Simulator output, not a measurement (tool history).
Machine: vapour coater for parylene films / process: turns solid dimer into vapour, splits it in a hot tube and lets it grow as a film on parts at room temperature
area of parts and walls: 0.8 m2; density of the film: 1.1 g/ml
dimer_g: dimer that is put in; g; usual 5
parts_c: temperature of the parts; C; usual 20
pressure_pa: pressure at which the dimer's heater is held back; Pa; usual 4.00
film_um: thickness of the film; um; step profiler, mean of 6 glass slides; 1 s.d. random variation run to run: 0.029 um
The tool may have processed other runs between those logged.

run,hour,dimer_g,parts_c,pressure_pa,film_um
1,0.0,5,20,4.00,2.32
2,37.3,5,20,4.00,2.34
3,74.0,5,20,4.00,2.24
4,114.7,5,20,5.20,2.10
# hour 154.4: trap's valve overhauled
5,177.0,5,20,5.20,2.41
6,208.8,5,20,5.20,2.42
7,238.3,3,13,7.34,1.69
8,270.4,8,20,5.11,3.82
9,324.9,3,13,2.35,1.99
10,370.7,8,29,2.56,3.03
11,404.8,8,29,2.56,3.03
12,453.5,8,12,2.56,5.17

3 ways to go on from here, each from the tool as it stands after run 12. What would each give?
A,506.0,5,15,2.47,?
B,506.0,7,12,2.32,?
C,506.0,4,19,7.65,?

run,film_um
A,2.91
B,4.51
C,1.73
Had the tool no hidden state, the same runs would have come out as:
run,film_um
A,3.41
B,5.29
C,2.02
